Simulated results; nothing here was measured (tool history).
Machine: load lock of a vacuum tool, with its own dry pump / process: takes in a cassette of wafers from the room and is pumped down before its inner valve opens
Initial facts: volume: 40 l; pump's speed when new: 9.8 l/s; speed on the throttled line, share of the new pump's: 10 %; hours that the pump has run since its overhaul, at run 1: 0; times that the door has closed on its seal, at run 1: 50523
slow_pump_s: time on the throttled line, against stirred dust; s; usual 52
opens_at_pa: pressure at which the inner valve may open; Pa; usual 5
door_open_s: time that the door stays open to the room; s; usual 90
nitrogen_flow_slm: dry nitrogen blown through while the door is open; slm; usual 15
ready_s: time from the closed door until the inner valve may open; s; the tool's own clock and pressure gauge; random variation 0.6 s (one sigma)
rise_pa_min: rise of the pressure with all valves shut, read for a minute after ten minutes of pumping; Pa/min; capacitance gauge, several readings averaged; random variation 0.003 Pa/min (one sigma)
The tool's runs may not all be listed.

| run | hour | slow_pump_s | opens_at_pa | door_open_s | nitrogen_flow_slm | hours that the pump has run since its overhaul | times that the door has closed on its seal | incoming humidity of the room's air, % | ready_s | rise_pa_min |
|---|---|---|---|---|---|---|---|---|---|---|
| 1 | 0 | 52 | 5 | 90 | 15 | 0 | 50523 | 45.6 | 87.4 | 0.601 |
|  | 200 | door's seal changed, seat wiped |
| 2 | 584.9 | 52 | 5 | 90 | 15 | 583 | 1493 | 47.1 | 87.3 | 0.052 |
| 3 | 1146.1 | 52 | 5 | 90 | 15 | 1145 | 3672 | 45.2 | 88.8 | 0.063 |
| 4 | 1443.4 | 52 | 5 | 90 | 15 | 1442 | 4826 | 39.7 | 88.2 | 0.063 |
| 5 | 1994.1 | 52 | 5 | 90 | 15 | 1993 | 6963 | 44.3 | 87.6 | 0.071 |
| 6 | 2325.8 | 52 | 5 | 90 | 15 | 2324 | 8251 | 48.8 | 89.1 | 0.087 |
| 7 | 2790.5 | 52 | 5 | 90 | 15 | 2789 | 10055 | 41.6 | 88.5 | 0.091 |
| 8 | 3076.2 | 52 | 6 | 90 | 15 | 3075 | 11164 | 45.9 | 87.8 | 0.105 |
| 9 | 3489.7 | 52 | 5 | 90 | 22 | 3488 | 12769 | 43.5 | 89.6 | 0.101 |
| 10 | 3817.3 | 34 | 5 | 90 | 15 | 3816 | 14041 | 42.9 | 72.5 | 0.122 |
| 11 | 4463.8 | 34 | 5 | 90 | 15 | 4462 | 16550 | 43.6 | 73 | 0.133 |
| 12 | 4840.3 | 52 | 5 | 54 | 15 | 4839 | 18012 | 47.7 | 88.9 | 0.143 |
| 13 | 5325.2 | 52 | 5 | 54 | 15 | 5324 | 19894 | 43.8 | 88.5 | 0.151 |
| 14 | 5834.2 | 52 | 8 | 54 | 15 | 5833 | 21870 | 44.7 | 88.3 | 0.164 |
| 15 | 6377.1 | 52 | 5 | 90 | 15 | 6376 | 23977 | 46.1 | 90.2 | 0.205 |
| 16 | 6765 | 52 | 5 | 90 | 15 | 6764 | 25483 | 49.2 | 90.3 | 0.212 |
| 17 | 7218.5 | 52 | 5 | 90 | 15 | 7217 | 27243 | 46.7 | 90.7 | 0.236 |
| 18 | 7875.7 | 52 | 5 | 90 | 15 | 7874 | 29794 | 48.7 | 91.1 | 0.257 |
| 19 | 8426.1 | 27 | 4 | 44 | 37 | 8425 | 31931 | 45.2 | 70 | 0.257 |
| 20 | 9012.7 | 52 | 7 | 90 | 15 | 9011 | 34208 | 42.1 | 89.3 | 0.306 |
| 21 | 9571 | 52 | 7 | 90 | 15 | 9570 | 36375 | 46.2 | 89.6 | 0.341 |
| 22 | 10120.4 | 89 | 7 | 90 | 9 | 10119 | 38507 | 44.1 | 121.5 | 0.374 |
|  | 10382.8 | dry pump taken out, an overhauled one fitted |
| 23 | 10672.6 | 89 | 7 | 90 | 9 | 290 | 40628 | 41.3 | 120 | 0.399 |
| 24 | 11229.8 | 37 | 5 | 145 | 15 | 847 | 42791 | 46.3 | 75.2 | 0.432 |
| 25 | 11654.9 | 52 | 5 | 90 | 9 | 1272 | 44441 | 44.2 | 89.6 | 0.453 |
| 26 | 11965.8 | 59 | 5 | 90 | 9 | 1583 | 45647 | 44 | 93.8 | 0.471 |
| 27 | 12282.3 | 59 | 5 | 90 | 9 | 1900 | 46876 | 48 | 94.9 | 0.481 |
| 28 | 12728.1 | 36 | 5 | 158 | 11 | 2345 | 48607 | 41.8 | 74.2 | 0.532 |
| 29 | 13038.3 | 56 | 5 | 66 | 15 | 2656 | 49811 | 45.1 | 92 | 0.531 |
|  | 13390.2 | door's seal changed, seat wiped |
| 30 | 13701.1 | 56 | 5 | 66 | 15 | 3317 | 1207 | 45.2 | 92.9 | 0.047 |
| 31 | 13985.9 | 56 | 5 | 66 | 15 | 3602 | 2312 | 43.9 | 93.5 | 0.049 |
| 32 | 14377 | 56 | 5 | 66 | 15 | 3993 | 3830 | 46.5 | 93.2 | 0.055 |
| 33 | 14871 | 41 | 9 | 90 | 15 | 4487 | 5748 | 44.2 | 77.5 | 0.069 |
| 34 | 15393.4 | 52 | 5 | 90 | 25 | 5009 | 7776 | 45 | 89.5 | 0.072 |
| 35 | 15792.9 | 52 | 5 | 90 | 25 | 5409 | 9326 | 43.6 | 90.2 | 0.084 |
| 36 | 16198.4 | 51 | 5 | 164 | 25 | 5814 | 10901 | 43.6 | 88.6 | 0.103 |

3 options for the next run, each taken on its own from the tool as it stands now. Forecast them:
| A | 16611.7 | 99 | 4 | 164 | 25 | 6227 | 12505 | 44.2 | ? | ? |
| B | 16611.7 | 51 | 5 | 104 | 25 | 6227 | 12505 | 44.1 | ? | ? |
| C | 16611.7 | 51 | 7 | 79 | 25 | 6227 | 12505 | 49.1 | ? | ? |

| run | ready_s | rise_pa_min |
|---|---|---|
| A | 134.8 | 0.107 |
| B | 89.2 | 0.103 |
| C | 86.1 | 0.095 |
The same runs, with their run-to-run variation unchanged, on a tool lacking any hidden condition would have given:
| run | ready_s | rise_pa_min |
|---|---|---|
| A | 132.2 | 0.049 |
| B | 86.4 | 0.043 |
| C | 83.4 | 0.036 |
